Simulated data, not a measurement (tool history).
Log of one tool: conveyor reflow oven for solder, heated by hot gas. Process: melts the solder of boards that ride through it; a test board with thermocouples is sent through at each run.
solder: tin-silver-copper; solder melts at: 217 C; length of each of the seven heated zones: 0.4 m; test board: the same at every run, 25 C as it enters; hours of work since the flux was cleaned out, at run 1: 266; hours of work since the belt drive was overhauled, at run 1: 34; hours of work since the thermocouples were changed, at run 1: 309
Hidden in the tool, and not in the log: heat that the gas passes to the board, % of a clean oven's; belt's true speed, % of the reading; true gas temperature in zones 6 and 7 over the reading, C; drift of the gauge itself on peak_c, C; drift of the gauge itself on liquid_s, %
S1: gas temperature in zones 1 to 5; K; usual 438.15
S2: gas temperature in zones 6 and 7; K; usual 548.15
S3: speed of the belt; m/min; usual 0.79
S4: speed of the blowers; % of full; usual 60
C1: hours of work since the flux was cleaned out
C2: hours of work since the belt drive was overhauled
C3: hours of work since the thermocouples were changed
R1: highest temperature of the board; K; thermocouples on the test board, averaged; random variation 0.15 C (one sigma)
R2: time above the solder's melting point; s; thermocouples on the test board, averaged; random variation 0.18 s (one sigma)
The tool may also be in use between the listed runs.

run,hour,S1,S2,S3,S4,C1,C2,C3,R1,R2
1,0,438.15,548.15,0.79,60,266,34,309,523.35,40.2
2,17,438.15,548.15,0.79,60,274,41,316,523.15,40.3
3,32.5,438.15,548.15,0.79,60,280,48,323,523.15,40.5
4,42.9,438.15,548.15,0.79,60,285,53,327,523.25,40.4
5,55.5,435.15,548.15,0.79,60,290,58,333,522.45,38.9
6,68.6,435.15,548.15,0.79,60,296,64,338,522.55,39.1
7,85.4,435.15,548.15,0.79,60,303,71,346,522.35,39
8,94.8,435.15,548.15,0.79,60,308,75,350,522.05,39.1
9,103.7,438.15,548.15,0.79,78,311,79,354,527.35,43.5
10,116.4,438.15,548.15,0.79,78,317,85,359,527.25,43.2
11,129.6,441.15,548.15,0.79,60,323,90,365,523.75,41.2
12,140.4,441.15,548.15,0.79,60,327,95,370,523.15,41.3
13,149.6,438.15,548.15,0.843,60,331,99,374,519.65,34.7
14,157.5,441.15,548.15,0.843,58,335,103,377,520.15,36
# hour 163.9: flux residue cleaned out of gas plates and filters
15,171.7,438.15,562.15,0.79,84,3,107,381,543.75,51.4
16,184,425.15,548.15,0.79,68,9,112,386,525.45,39.3
17,195.3,425.15,548.15,0.79,68,14,117,391,525.35,39.2
18,203.3,438.15,558.15,0.79,53,17,120,395,531.85,45.7
19,213.2,438.15,558.15,0.79,53,21,125,399,531.75,45.4
20,229.6,434.15,545.15,0.79,60,29,132,406,522.25,39.6
21,241.1,434.15,545.15,0.79,60,34,137,411,522.25,39.1
22,249.6,434.15,545.15,0.79,60,37,140,415,522.25,39
23,257.9,427.15,545.15,0.806,60,41,144,419,519.75,35

4 ways to go on from here, each from the tool as it stands after run 23. What would each give?
A,266.9,438.15,558.15,0.79,60,45,148,422,?,?
B,266.9,425.15,545.15,0.806,60,45,148,422,?,?
C,266.9,425.15,548.15,0.68,60,45,148,422,?,?
D,266.9,427.15,545.15,0.75,60,45,148,422,?,?

run,R1,R2
A,534.45,46.7
B,519.05,34.1
C,529.35,49.1
D,522.75,40.6
Without the tool's hidden state the same runs would have given:
run,R1,R2
A,533.55,46.1
B,518.25,33.5
C,528.35,48.4
D,521.85,39.9

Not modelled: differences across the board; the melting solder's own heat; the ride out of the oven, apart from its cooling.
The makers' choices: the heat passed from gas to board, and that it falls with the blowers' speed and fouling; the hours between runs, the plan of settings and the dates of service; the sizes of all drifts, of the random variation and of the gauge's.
